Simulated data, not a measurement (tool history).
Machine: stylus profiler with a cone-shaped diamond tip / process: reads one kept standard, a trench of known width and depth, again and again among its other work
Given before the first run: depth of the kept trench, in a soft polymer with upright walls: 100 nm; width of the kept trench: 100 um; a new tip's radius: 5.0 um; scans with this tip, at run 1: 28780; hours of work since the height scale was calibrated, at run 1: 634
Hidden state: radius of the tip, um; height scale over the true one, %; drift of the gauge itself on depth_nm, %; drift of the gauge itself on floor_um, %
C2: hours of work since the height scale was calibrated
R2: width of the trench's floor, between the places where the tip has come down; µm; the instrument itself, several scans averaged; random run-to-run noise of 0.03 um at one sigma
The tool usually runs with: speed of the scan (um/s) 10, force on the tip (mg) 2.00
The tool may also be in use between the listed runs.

{"run": 1, "hour": 0.0, "speed of the scan (um/s)": 10, "force on the tip (mg)": 2.0, "scans with this tip": 28780, "C2": 634, "depth of the trench (Å)": 1016.2, "R2": 96.81}
{"run": 2, "hour": 101.4, "speed of the scan (um/s)": 10, "force on the tip (mg)": 2.0, "scans with this tip": 29288, "C2": 676, "depth of the trench (Å)": 1016.2, "R2": 96.8}
{"run": 3, "hour": 184.4, "speed of the scan (um/s)": 10, "force on the tip (mg)": 0.71, "scans with this tip": 29704, "C2": 710, "depth of the trench (Å)": 1008.8, "R2": 96.78}
{"run": 4, "hour": 297.1, "speed of the scan (um/s)": 10, "force on the tip (mg)": 0.71, "scans with this tip": 30268, "C2": 757, "depth of the trench (Å)": 1009.4, "R2": 96.73}
{"run": 5, "hour": 392.9, "speed of the scan (um/s)": 10, "force on the tip (mg)": 0.71, "scans with this tip": 30747, "C2": 797, "depth of the trench (Å)": 1008.9, "R2": 96.78}
{"run": 6, "hour": 498.6, "speed of the scan (um/s)": 10, "force on the tip (mg)": 2.3, "scans with this tip": 31277, "C2": 841, "depth of the trench (Å)": 1017.9, "R2": 96.71}
{"run": 7, "hour": 591.0, "speed of the scan (um/s)": 7, "force on the tip (mg)": 2.0, "scans with this tip": 31739, "C2": 880, "depth of the trench (Å)": 1016.3, "R2": 96.73}
{"run": 8, "hour": 726.0, "speed of the scan (um/s)": 14, "force on the tip (mg)": 2.0, "scans with this tip": 32415, "C2": 936, "depth of the trench (Å)": 1016.6, "R2": 96.66}
{"run": 9, "hour": 869.7, "speed of the scan (um/s)": 14, "force on the tip (mg)": 2.0, "scans with this tip": 33134, "C2": 996, "depth of the trench (Å)": 1016.9, "R2": 96.67}
{"run": 10, "hour": 980.3, "speed of the scan (um/s)": 14, "force on the tip (mg)": 1.66, "scans with this tip": 33688, "C2": 1042, "depth of the trench (Å)": 1015.2, "R2": 96.62}
{"run": 11, "hour": 1075.0, "speed of the scan (um/s)": 14, "force on the tip (mg)": 1.66, "scans with this tip": 34162, "C2": 1081, "depth of the trench (Å)": 1015.1, "R2": 96.59}
{"run": 12, "hour": 1183.8, "speed of the scan (um/s)": 10, "force on the tip (mg)": 2.0, "scans with this tip": 34707, "C2": 1126, "depth of the trench (Å)": 1017.0, "R2": 96.57}
{"run": 13, "hour": 1277.0, "speed of the scan (um/s)": 10, "force on the tip (mg)": 2.0, "scans with this tip": 35173, "C2": 1165, "depth of the trench (Å)": 1016.9, "R2": 96.6}
{"hour": 1332.5, "done": "new tip fitted, height scale calibrated"}
{"run": 14, "hour": 1406.1, "speed of the scan (um/s)": 10, "force on the tip (mg)": 2.0, "scans with this tip": 369, "C2": 31, "depth of the trench (Å)": 1015.1, "R2": 97.9}
{"run": 15, "hour": 1480.8, "speed of the scan (um/s)": 10, "force on the tip (mg)": 4.64, "scans with this tip": 743, "C2": 62, "depth of the trench (Å)": 1026.3, "R2": 97.98}
{"run": 16, "hour": 1550.4, "speed of the scan (um/s)": 10, "force on the tip (mg)": 4.64, "scans with this tip": 1091, "C2": 91, "depth of the trench (Å)": 1026.3, "R2": 97.91}
{"run": 17, "hour": 1673.8, "speed of the scan (um/s)": 10, "force on the tip (mg)": 4.64, "scans with this tip": 1709, "C2": 142, "depth of the trench (Å)": 1026.3, "R2": 97.88}
{"run": 18, "hour": 1818.6, "speed of the scan (um/s)": 10, "force on the tip (mg)": 4.64, "scans with this tip": 2434, "C2": 202, "depth of the trench (Å)": 1026.4, "R2": 97.87}
{"run": 19, "hour": 1940.3, "speed of the scan (um/s)": 10, "force on the tip (mg)": 2.0, "scans with this tip": 3043, "C2": 253, "depth of the trench (Å)": 1015.2, "R2": 97.82}
{"run": 20, "hour": 2057.8, "speed of the scan (um/s)": 10, "force on the tip (mg)": 2.0, "scans with this tip": 3631, "C2": 302, "depth of the trench (Å)": 1015.7, "R2": 97.79}
{"run": 21, "hour": 2173.1, "speed of the scan (um/s)": 10, "force on the tip (mg)": 5.06, "scans with this tip": 4208, "C2": 350, "depth of the trench (Å)": 1028.1, "R2": 97.8}
{"run": 22, "hour": 2249.4, "speed of the scan (um/s)": 10, "force on the tip (mg)": 2.0, "scans with this tip": 4590, "C2": 382, "depth of the trench (Å)": 1015.1, "R2": 97.73}
{"run": 23, "hour": 2356.4, "speed of the scan (um/s)": 26, "force on the tip (mg)": 2.06, "scans with this tip": 5126, "C2": 426, "depth of the trench (Å)": 1016.0, "R2": 97.67}
{"run": 24, "hour": 2480.0, "speed of the scan (um/s)": 26, "force on the tip (mg)": 2.06, "scans with this tip": 5745, "C2": 478, "depth of the trench (Å)": 1015.9, "R2": 97.65}
{"run": 25, "hour": 2548.6, "speed of the scan (um/s)": 2, "force on the tip (mg)": 1.27, "scans with this tip": 6088, "C2": 506, "depth of the trench (Å)": 1011.7, "R2": 97.66}
{"run": 26, "hour": 2642.8, "speed of the scan (um/s)": 3, "force on the tip (mg)": 4.76, "scans with this tip": 6560, "C2": 545, "depth of the trench (Å)": 1027.4, "R2": 97.68}
{"run": 27, "hour": 2722.6, "speed of the scan (um/s)": 5, "force on the tip (mg)": 1.54, "scans with this tip": 6959, "C2": 579, "depth of the trench (Å)": 1013.1, "R2": 97.57}
{"run": 28, "hour": 2835.2, "speed of the scan (um/s)": 3, "force on the tip (mg)": 1.59, "scans with this tip": 7523, "C2": 626, "depth of the trench (Å)": 1014.3, "R2": 97.61}
{"run": 29, "hour": 2944.9, "speed of the scan (um/s)": 35, "force on the tip (mg)": 3.15, "scans with this tip": 8072, "C2": 671, "depth of the trench (Å)": 1021.5, "R2": 97.54}
{"run": 30, "hour": 3018.6, "speed of the scan (um/s)": 35, "force on the tip (mg)": 3.15, "scans with this tip": 8441, "C2": 702, "depth of the trench (Å)": 1021.4, "R2": 97.47}
{"run": 31, "hour": 3110.9, "speed of the scan (um/s)": 2, "force on the tip (mg)": 3.59, "scans with this tip": 8903, "C2": 740, "depth of the trench (Å)": 1023.2, "R2": 97.54}
{"run": 32, "hour": 3177.3, "speed of the scan (um/s)": 2, "force on the tip (mg)": 0.98, "scans with this tip": 9236, "C2": 768, "depth of the trench (Å)": 1010.5, "R2": 97.51}
{"run": 33, "hour": 3294.4, "speed of the scan (um/s)": 5, "force on the tip (mg)": 0.94, "scans with this tip": 9822, "C2": 817, "depth of the trench (Å)": 1010.5, "R2": 97.5}
{"run": 34, "hour": 3388.1, "speed of the scan (um/s)": 5, "force on the tip (mg)": 3.66, "scans with this tip": 10291, "C2": 856, "depth of the trench (Å)": 1023.6, "R2": 97.52}
{"run": 35, "hour": 3476.8, "speed of the scan (um/s)": 5, "force on the tip (mg)": 3.66, "scans with this tip": 10735, "C2": 893, "depth of the trench (Å)": 1023.4, "R2": 97.46}
{"run": 36, "hour": 3566.1, "speed of the scan (um/s)": 11, "force on the tip (mg)": 1.26, "scans with this tip": 11182, "C2": 930, "depth of the trench (Å)": 1012.4, "R2": 97.38}
{"run": 37, "hour": 3634.4, "speed of the scan (um/s)": 11, "force on the tip (mg)": 1.26, "scans with this tip": 11524, "C2": 958, "depth of the trench (Å)": 1012.6, "R2": 97.35}
{"run": 38, "hour": 3737.8, "speed of the scan (um/s)": 11, "force on the tip (mg)": 1.26, "scans with this tip": 12042, "C2": 1001, "depth of the trench (Å)": 1012.7, "R2": 97.38}
{"run": 39, "hour": 3817.3, "speed of the scan (um/s)": 11, "force on the tip (mg)": 1.26, "scans with this tip": 12440, "C2": 1034, "depth of the trench (Å)": 1012.7, "R2": 97.37}
{"run": 40, "hour": 3951.0, "speed of the scan (um/s)": 11, "force on the tip (mg)": 1.26, "scans with this tip": 13109, "C2": 1090, "depth of the trench (Å)": 1012.8, "R2": 97.3}
{"run": 41, "hour": 4091.8, "speed of the scan (um/s)": 11, "force on the tip (mg)": 1.26, "scans with this tip": 13814, "C2": 1149, "depth of the trench (Å)": 1012.8, "R2": 97.32}
{"run": 42, "hour": 4185.1, "speed of the scan (um/s)": 3, "force on the tip (mg)": 1.38, "scans with this tip": 14281, "C2": 1188, "depth of the trench (Å)": 1013.7, "R2": 97.32}
{"run": 43, "hour": 4248.2, "speed of the scan (um/s)": 4, "force on the tip (mg)": 2.02, "scans with this tip": 14597, "C2": 1214, "depth of the trench (Å)": 1016.8, "R2": 97.27}

What if the next run were any one of these 5? Each begins from the tool's condition after run 43:
{"run": "A", "hour": 4380.9, "speed of the scan (um/s)": 4, "force on the tip (mg)": 1.6, "scans with this tip": 15261, "C2": 1269, "depth of the trench (Å)": "?", "R2": "?"}
{"run": "B", "hour": 4380.9, "speed of the scan (um/s)": 2, "force on the tip (mg)": 2.02, "scans with this tip": 15261, "C2": 1269, "depth of the trench (Å)": "?", "R2": "?"}
{"run": "C", "hour": 4380.9, "speed of the scan (um/s)": 8, "force on the tip (mg)": 1.57, "scans with this tip": 15261, "C2": 1269, "depth of the trench (Å)": "?", "R2": "?"}
{"run": "D", "hour": 4380.9, "speed of the scan (um/s)": 11, "force on the tip (mg)": 1.06, "scans with this tip": 15261, "C2": 1269, "depth of the trench (Å)": "?", "R2": "?"}
{"run": "E", "hour": 4380.9, "speed of the scan (um/s)": 9, "force on the tip (mg)": 3.63, "scans with this tip": 15261, "C2": 1269, "depth of the trench (Å)": "?", "R2": "?"}

run=A depth_of_the_trench_(Å)=1015.1 R2=97.28
run=B depth_of_the_trench_(Å)=1016.9 R2=97.33
run=C depth_of_the_trench_(Å)=1014.9 R2=97.23
run=D depth_of_the_trench_(Å)=1012.1 R2=97.19
run=E depth_of_the_trench_(Å)=1024.6 R2=97.25
Without the tool's hidden state the same runs would have given:
run=A depth_of_the_trench_(Å)=1012.9 R2=98.02
run=B depth_of_the_trench_(Å)=1014.7 R2=98.06
run=C depth_of_the_trench_(Å)=1012.7 R2=97.97
run=D depth_of_the_trench_(Å)=1009.9 R2=97.93
run=E depth_of_the_trench_(Å)=1022.4 R2=97.99

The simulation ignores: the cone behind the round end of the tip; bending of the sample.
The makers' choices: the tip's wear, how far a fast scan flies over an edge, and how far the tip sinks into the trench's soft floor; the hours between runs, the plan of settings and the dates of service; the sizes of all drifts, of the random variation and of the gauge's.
